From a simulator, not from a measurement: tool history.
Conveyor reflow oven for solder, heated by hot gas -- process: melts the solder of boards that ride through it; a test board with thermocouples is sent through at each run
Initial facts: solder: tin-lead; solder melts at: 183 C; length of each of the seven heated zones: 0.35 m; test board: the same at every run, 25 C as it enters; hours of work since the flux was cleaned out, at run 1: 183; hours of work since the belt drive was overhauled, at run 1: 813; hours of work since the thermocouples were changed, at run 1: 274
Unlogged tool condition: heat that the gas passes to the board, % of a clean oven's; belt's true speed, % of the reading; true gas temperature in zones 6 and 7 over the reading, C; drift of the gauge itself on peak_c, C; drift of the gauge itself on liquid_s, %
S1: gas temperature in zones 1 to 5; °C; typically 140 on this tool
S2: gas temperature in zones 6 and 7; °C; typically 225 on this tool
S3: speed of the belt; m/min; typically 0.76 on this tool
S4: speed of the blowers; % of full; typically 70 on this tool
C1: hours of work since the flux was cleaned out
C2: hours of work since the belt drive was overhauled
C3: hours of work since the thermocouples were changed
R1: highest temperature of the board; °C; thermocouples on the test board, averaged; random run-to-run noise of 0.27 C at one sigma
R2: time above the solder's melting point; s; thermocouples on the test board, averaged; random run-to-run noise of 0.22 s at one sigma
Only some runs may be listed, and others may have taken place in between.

Run 1, hour 0: usual settings; C1 183; C2 813; C3 274. Result: R1 210.6 °C, R2 38.1 s.
Run 2, hour 18.4: usual settings; C1 193; C2 824; C3 285. Result: R1 211.1 °C, R2 38 s.
Run 3, hour 35.5: usual settings but S4 75 % of full; C1 203; C2 833; C3 294. Result: R1 211.8 °C, R2 38.9 s.
Run 4, hour 54.6: usual settings but S4 75 % of full; C1 214; C2 844; C3 305. Result: R1 211.8 °C, R2 38.8 s.
Run 5, hour 73.4: usual settings but S3 0.74 m/min; C1 224; C2 855; C3 315. Result: R1 211.6 °C, R2 40.1 s.
Run 6, hour 90.9: usual settings but S3 0.74 m/min; C1 234; C2 864; C3 325. Result: R1 211.5 °C, R2 39.7 s.
Run 7, hour 104.5: usual settings; C1 242; C2 872; C3 333. Result: R1 210.8 °C, R2 38.3 s.
Run 8, hour 115.8: usual settings; C1 248; C2 878; C3 339. Result: R1 210.8 °C, R2 38.1 s.
At hour 133.9: belt drive overhauled, speed set with a stopwatch.
Run 9, hour 134.4: usual settings but S3 0.787 m/min; C1 256; C2 0; C3 347. Result: R1 209.5 °C, R2 35.6 s.
Run 10, hour 143.8: usual settings but S3 0.787 m/min; C1 261; C2 6; C3 353. Result: R1 210 °C, R2 35.7 s.
Run 11, hour 155.8: usual settings; C1 268; C2 12; C3 359. Result: R1 210.3 °C, R2 37.8 s.
Run 12, hour 173: usual settings; C1 278; C2 22; C3 369. Result: R1 210.4 °C, R2 38 s.
Run 13, hour 185.4: usual settings; C1 285; C2 29; C3 376. Result: R1 210.3 °C, R2 38 s.
Run 14, hour 196: usual settings but S1 145 °C; C1 291; C2 35; C3 382. Result: R1 211.5 °C, R2 40.2 s.
At hour 219.3: flux residue cleaned out of gas plates and filters.
Run 15, hour 222.9: usual settings but S3 0.904 m/min, S4 72 % of full; C1 2; C2 47; C3 394. Result: R1 206.1 °C, R2 28.1 s.
Run 16, hour 237.1: usual settings but S3 0.904 m/min, S4 72 % of full; C1 10; C2 55; C3 402. Result: R1 205.7 °C, R2 28.2 s.
Run 17, hour 255.8: usual settings but S1 149 °C, S2 216 °C, S3 0.904 m/min, S4 60 % of full; C1 20; C2 66; C3 413. Result: R1 196.6 °C, R2 22.5 s.
Run 18, hour 275.8: usual settings but S1 150 °C, S4 84 % of full; C1 32; C2 77; C3 424. Result: R1 214.9 °C, R2 44.4 s.
Run 19, hour 296.3: usual settings but S1 155 °C, S3 0.859 m/min, S4 84 % of full; C1 43; C2 88; C3 435. Result: R1 213.2 °C, R2 39.6 s.
Run 20, hour 307.6: usual settings but S1 144 °C, S3 0.655 m/min; C1 50; C2 95; C3 442. Result: R1 215.1 °C, R2 49.7 s.
Run 21, hour 321.9: usual settings but S1 151 °C, S2 214 °C, S3 0.631 m/min; C1 58; C2 103; C3 450. Result: R1 207.1 °C, R2 48.4 s.
Run 22, hour 341.7: usual settings but S1 128 °C, S2 214 °C, S3 0.716 m/min; C1 69; C2 114; C3 461. Result: R1 200.8 °C, R2 29.7 s.
Run 23, hour 352.5: usual settings but S1 146 °C, S2 213 °C, S3 0.751 m/min, S4 67 % of full; C1 75; C2 120; C3 467. Result: R1 200.8 °C, R2 32.8 s.
Run 24, hour 364.9: usual settings but S1 125 °C, S4 84 % of full; C1 82; C2 127; C3 474. Result: R1 211.4 °C, R2 36 s.
Run 25, hour 383.9: usual settings but S1 125 °C, S4 84 % of full; C1 92; C2 137; C3 484. Result: R1 211.2 °C, R2 35.9 s.
Run 26, hour 404.1: usual settings but S2 223 °C, S3 0.711 m/min; C1 104; C2 149; C3 496. Result: R1 210.2 °C, R2 41.1 s.
Run 27, hour 425.7: usual settings but S2 223 °C, S3 0.711 m/min; C1 116; C2 161; C3 508. Result: R1 210.1 °C, R2 41 s.

4 ways to go on from here, each from the tool as it stands after run 27. What would each give?
Run A, hour 435.3: usual settings but S1 127 °C, S2 223 °C, S3 0.711 m/min, S4 89 % of full; C1 121; C2 166; C3 513. Result: R1 ?, R2 ?.
Run B, hour 435.3: usual settings but S1 128 °C, S3 0.724 m/min, S4 71 % of full; C1 121; C2 166; C3 513. Result: R1 ?, R2 ?.
Run C, hour 435.3: usual settings but S1 149 °C, S2 223 °C, S3 0.711 m/min, S4 56 % of full; C1 121; C2 166; C3 513. Result: R1 ?, R2 ?.
Run D, hour 435.3: usual settings but S2 223 °C, S3 0.711 m/min, S4 83 % of full; C1 121; C2 166; C3 513. Result: R1 ?, R2 ?.

run     R1    R2
  A  212.2  41.1
  B  210.3  37.1
  C  208.5  41.6
  D  213.1  43.4
With the hidden condition removed and each run's random variation left untouched, the same runs would have given:
run     R1    R2
  A  212.2  41.1
  B  210.3    37
  C  208.4  41.6
  D  213.1  43.4

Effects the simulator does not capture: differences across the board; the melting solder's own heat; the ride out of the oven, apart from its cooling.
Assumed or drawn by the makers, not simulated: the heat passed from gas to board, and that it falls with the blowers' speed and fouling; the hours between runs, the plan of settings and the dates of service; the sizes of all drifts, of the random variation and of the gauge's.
